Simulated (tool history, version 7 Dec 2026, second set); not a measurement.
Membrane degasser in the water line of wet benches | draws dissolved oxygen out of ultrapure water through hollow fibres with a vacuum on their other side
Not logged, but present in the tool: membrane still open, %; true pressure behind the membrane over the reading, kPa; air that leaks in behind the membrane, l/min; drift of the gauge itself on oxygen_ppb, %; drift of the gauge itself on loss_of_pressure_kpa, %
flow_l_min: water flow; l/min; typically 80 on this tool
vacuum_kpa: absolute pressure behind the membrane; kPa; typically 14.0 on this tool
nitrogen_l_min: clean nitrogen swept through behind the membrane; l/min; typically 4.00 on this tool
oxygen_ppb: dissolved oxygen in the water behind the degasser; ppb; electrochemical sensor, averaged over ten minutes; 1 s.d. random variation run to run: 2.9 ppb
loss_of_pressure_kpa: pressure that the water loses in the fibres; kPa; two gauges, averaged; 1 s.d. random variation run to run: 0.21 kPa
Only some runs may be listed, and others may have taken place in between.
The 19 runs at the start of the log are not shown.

| run | hour | flow_l_min | vacuum_kpa | nitrogen_l_min | hours since the membrane was changed | hours since the vacuum gauge was calibrated | hours since the vacuum lines were made tight | oxygen_ppb | loss_of_pressure_kpa |
|---|---|---|---|---|---|---|---|---|---|
| 20 | 2357.0 | 62 | 12.1 | 8.00 | 5957 | 206 | 2381 | 185.5 | 43.01 |
| 21 | 2517.8 | 93 | 15.9 | 9.93 | 6118 | 367 | 2542 | 362.5 | 64.31 |
| 22 | 2616.5 | 93 | 15.9 | 9.93 | 6216 | 466 | 2641 | 362.5 | 64.99 |
| 23 | 2719.9 | 58 | 11.2 | 9.86 | 6320 | 569 | 2744 | 131.4 | 40.51 |
| 24 | 2844.6 | 121 | 11.0 | 4.00 | 6444 | 694 | 2869 | 657.6 | 85.32 |
| 25 | 2977.7 | 121 | 11.0 | 4.00 | 6577 | 827 | 3002 | 658.7 | 84.83 |
| 26 | 3051.6 | 106 | 25.0 | 2.08 | 6651 | 901 | 3076 | 1856.1 | 74.68 |
| 27 | 3207.2 | 106 | 25.0 | 2.08 | 6807 | 1056 | 3232 | 1849.1 | 74.43 |
| 28 | 3348.9 | 106 | 25.0 | 2.08 | 6949 | 1198 | 3373 | 1865.6 | 75.07 |
| 29 | 3491.9 | 80 | 14.0 | 9.52 | 7092 | 1341 | 3516 | 272.6 | 56.16 |
| 30 | 3616.1 | 80 | 14.0 | 1.85 | 7216 | 1465 | 3641 | 903.5 | 56.31 |
| 31 | 3785.0 | 120 | 14.0 | 1.85 | 7385 | 1634 | 3809 | 1299.4 | 85.06 |

Here are 5 independent what-if runs from the current tool condition. What would each one return?
| A | 3876.4 | 80 | 9.3 | 1.83 | 7476 | 1726 | 3901 | ? | ? |
| B | 3876.4 | 108 | 13.5 | 4.37 | 7476 | 1726 | 3901 | ? | ? |
| C | 3876.4 | 127 | 13.4 | 4.00 | 7476 | 1726 | 3901 | ? | ? |
| D | 3876.4 | 120 | 10.2 | 3.66 | 7476 | 1726 | 3901 | ? | ? |
| E | 3876.4 | 82 | 14.0 | 1.85 | 7476 | 1726 | 3901 | ? | ? |

| run | oxygen_ppb | loss_of_pressure_kpa |
|---|---|---|
| A | 562.3 | 57.03 |
| B | 670.3 | 76.80 |
| C | 837.5 | 90.20 |
| D | 654.6 | 85.53 |
| E | 931.9 | 58.04 |
With the hidden condition removed and each run's random variation left untouched, the same runs would have given:
| run | oxygen_ppb | loss_of_pressure_kpa |
|---|---|---|
| A | 529.2 | 50.77 |
| B | 611.5 | 68.37 |
| C | 760.4 | 80.27 |
| D | 580.4 | 76.12 |
| E | 899.3 | 51.65 |
